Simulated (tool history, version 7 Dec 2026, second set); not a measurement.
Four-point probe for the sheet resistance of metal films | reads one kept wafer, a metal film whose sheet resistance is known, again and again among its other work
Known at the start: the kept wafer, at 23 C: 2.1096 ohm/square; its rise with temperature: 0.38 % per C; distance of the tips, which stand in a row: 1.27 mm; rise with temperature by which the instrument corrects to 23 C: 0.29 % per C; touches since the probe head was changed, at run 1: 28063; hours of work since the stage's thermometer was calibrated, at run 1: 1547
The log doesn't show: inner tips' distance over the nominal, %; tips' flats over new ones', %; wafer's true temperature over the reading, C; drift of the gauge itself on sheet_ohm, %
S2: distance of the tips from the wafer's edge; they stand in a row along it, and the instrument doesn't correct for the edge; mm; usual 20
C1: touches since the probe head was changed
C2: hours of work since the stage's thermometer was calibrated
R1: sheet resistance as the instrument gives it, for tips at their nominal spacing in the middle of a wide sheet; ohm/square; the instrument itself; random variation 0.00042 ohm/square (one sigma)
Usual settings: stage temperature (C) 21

{"run": 1, "hour": 0.0, "stage temperature (C)": 21, "S2": 20, "C1": 28063, "C2": 1547, "R1": 2.107761}
{"run": 2, "hour": 33.1, "stage temperature (C)": 21, "S2": 20, "C1": 28752, "C2": 1564, "R1": 2.108543}
{"run": 3, "hour": 64.4, "stage temperature (C)": 21, "S2": 20, "C1": 29403, "C2": 1579, "R1": 2.108126}
{"run": 4, "hour": 82.9, "stage temperature (C)": 21, "S2": 20, "C1": 29787, "C2": 1588, "R1": 2.107259}
{"run": 5, "hour": 103.3, "stage temperature (C)": 21, "S2": 20, "C1": 30211, "C2": 1598, "R1": 2.107622}
{"run": 6, "hour": 128.3, "stage temperature (C)": 21, "S2": 4, "C1": 30733, "C2": 1610, "R1": 2.21084}
{"run": 7, "hour": 153.8, "stage temperature (C)": 21, "S2": 4, "C1": 31263, "C2": 1622, "R1": 2.210824}
{"run": 8, "hour": 183.5, "stage temperature (C)": 21, "S2": 30, "C1": 31880, "C2": 1637, "R1": 2.104123}
{"run": 9, "hour": 203.9, "stage temperature (C)": 21, "S2": 30, "C1": 32305, "C2": 1647, "R1": 2.10373}
{"run": 10, "hour": 222.3, "stage temperature (C)": 34, "S2": 20, "C1": 32688, "C2": 1656, "R1": 2.12989}
{"run": 11, "hour": 249.5, "stage temperature (C)": 34, "S2": 20, "C1": 33253, "C2": 1669, "R1": 2.129745}
{"run": 12, "hour": 280.1, "stage temperature (C)": 22, "S2": 20, "C1": 33890, "C2": 1684, "R1": 2.108609}
{"run": 13, "hour": 296.6, "stage temperature (C)": 22, "S2": 20, "C1": 34233, "C2": 1692, "R1": 2.107791}
{"run": 14, "hour": 328.7, "stage temperature (C)": 20, "S2": 16, "C1": 34900, "C2": 1708, "R1": 2.107344}
{"run": 15, "hour": 357.7, "stage temperature (C)": 33, "S2": 6, "C1": 35503, "C2": 1722, "R1": 2.173559}
{"run": 16, "hour": 382.2, "stage temperature (C)": 33, "S2": 32, "C1": 36013, "C2": 1734, "R1": 2.124581}
{"hour": 385.0, "done": "stage's thermometer calibrated"}
{"run": 17, "hour": 403.6, "stage temperature (C)": 33, "S2": 32, "C1": 36448, "C2": 9, "R1": 2.12332}
{"run": 18, "hour": 432.4, "stage temperature (C)": 33, "S2": 32, "C1": 37047, "C2": 23, "R1": 2.123767}
{"run": 19, "hour": 460.9, "stage temperature (C)": 33, "S2": 32, "C1": 37639, "C2": 37, "R1": 2.122996}
{"run": 20, "hour": 476.6, "stage temperature (C)": 23, "S2": 15, "C1": 37966, "C2": 45, "R1": 2.111977}
{"run": 21, "hour": 500.2, "stage temperature (C)": 21, "S2": 19, "C1": 38457, "C2": 56, "R1": 2.104972}
{"run": 22, "hour": 523.0, "stage temperature (C)": 25, "S2": 66, "C1": 38931, "C2": 67, "R1": 2.106724}
{"run": 23, "hour": 546.5, "stage temperature (C)": 23, "S2": 26, "C1": 39420, "C2": 79, "R1": 2.10624}
{"run": 24, "hour": 568.5, "stage temperature (C)": 21, "S2": 32, "C1": 39878, "C2": 90, "R1": 2.100659}
{"hour": 577.6, "done": "stage's thermometer calibrated, once more"}
{"run": 25, "hour": 588.8, "stage temperature (C)": 22, "S2": 71, "C1": 40290, "C2": 5, "R1": 2.104336}
{"run": 26, "hour": 610.5, "stage temperature (C)": 22, "S2": 71, "C1": 40741, "C2": 16, "R1": 2.104812}

5 ways to go on from here, each from the tool as it stands after run 26. What would each give?
{"run": "A", "hour": 642.7, "stage temperature (C)": 35, "S2": 71, "C1": 41411, "C2": 32, "R1": "?"}
{"run": "B", "hour": 642.7, "stage temperature (C)": 32, "S2": 64, "C1": 41411, "C2": 32, "R1": "?"}
{"run": "C", "hour": 642.7, "stage temperature (C)": 32, "S2": 5, "C1": 41411, "C2": 32, "R1": "?"}
{"run": "D", "hour": 642.7, "stage temperature (C)": 31, "S2": 5, "C1": 41411, "C2": 32, "R1": "?"}
{"run": "E", "hour": 642.7, "stage temperature (C)": 27, "S2": 60, "C1": 41411, "C2": 32, "R1": "?"}

run=A R1=2.127814
run=B R1=2.122419
run=C R1=2.193937
run=D R1=2.191409
run=E R1=2.114074
Without the tool's hidden state the same runs would have given:
run=A R1=2.131511
run=B R1=2.126107
run=C R1=2.197740
run=D R1=2.195207
run=E R1=2.117748
